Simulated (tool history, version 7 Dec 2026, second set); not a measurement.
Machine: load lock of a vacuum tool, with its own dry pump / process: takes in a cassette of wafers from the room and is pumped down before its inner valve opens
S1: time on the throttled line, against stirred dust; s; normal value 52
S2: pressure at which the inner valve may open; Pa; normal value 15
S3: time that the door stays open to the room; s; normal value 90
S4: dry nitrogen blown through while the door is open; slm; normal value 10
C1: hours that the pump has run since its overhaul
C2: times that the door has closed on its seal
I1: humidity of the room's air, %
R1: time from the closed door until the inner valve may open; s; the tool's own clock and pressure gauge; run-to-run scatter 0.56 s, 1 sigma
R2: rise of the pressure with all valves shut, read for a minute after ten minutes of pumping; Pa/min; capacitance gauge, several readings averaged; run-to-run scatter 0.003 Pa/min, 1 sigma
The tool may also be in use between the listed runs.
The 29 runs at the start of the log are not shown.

Run 30, hour 3264.1: usual settings but S1 87 s, S2 16 Pa, S3 26 s, S4 7 slm; C1 4898; C2 29735; I1 46.5. Result: R1 111.1 s, R2 0.371 Pa/min.
Run 31, hour 3334.0: usual settings but S1 87 s, S2 16 Pa, S3 26 s, S4 7 slm; C1 4968; C2 29962; I1 41.1. Result: R1 110.3 s, R2 0.371 Pa/min.
Run 32, hour 3471.5: usual settings but S1 87 s, S2 16 Pa, S3 26 s, S4 7 slm; C1 5105; C2 30407; I1 45.2. Result: R1 111.1 s, R2 0.386 Pa/min.
Run 33, hour 3558.6: usual settings but S1 34 s, S2 26 Pa, S3 229 s, S4 28 slm; C1 5193; C2 30690; I1 43.2. Result: R1 63.4 s, R2 0.385 Pa/min.
Run 34, hour 3698.6: usual settings but S3 40 s; C1 5333; C2 31144; I1 43.8. Result: R1 82.0 s, R2 0.396 Pa/min.
Run 35, hour 3765.3: usual settings but S1 43 s, S3 106 s; C1 5399; C2 31360; I1 45.5. Result: R1 73.9 s, R2 0.411 Pa/min.
Run 36, hour 3891.0: usual settings but S1 33 s, S3 206 s; C1 5525; C2 31767; I1 46.1. Result: R1 65.0 s, R2 0.423 Pa/min.
Run 37, hour 3983.5: usual settings but S1 36 s, S2 14 Pa, S3 196 s, S4 6 slm; C1 5618; C2 32067; I1 44.1. Result: R1 68.4 s, R2 0.440 Pa/min.

Forecast each of these 3 alternatives for the next run:
Run A, hour 4079.7: usual settings but S3 48 s; C1 5714; C2 32379; I1 45.9. Result: R1 ?, R2 ?.
Run B, hour 4079.7: usual settings but S1 65 s, S2 14 Pa, S3 196 s, S4 6 slm; C1 5714; C2 32379; I1 44.4. Result: R1 ?, R2 ?.
Run C, hour 4079.7: usual settings but S1 76 s; C1 5714; C2 32379; I1 44.1. Result: R1 ?, R2 ?.

run     R1     R2
  A   82.7  0.420
  B   93.0  0.440
  C  103.5  0.426
Stripped of hidden state, with their random variation kept, the same runs would have yielded:
run     R1     R2
  A   79.0  0.017
  B   89.5  0.046
  C  100.2  0.025
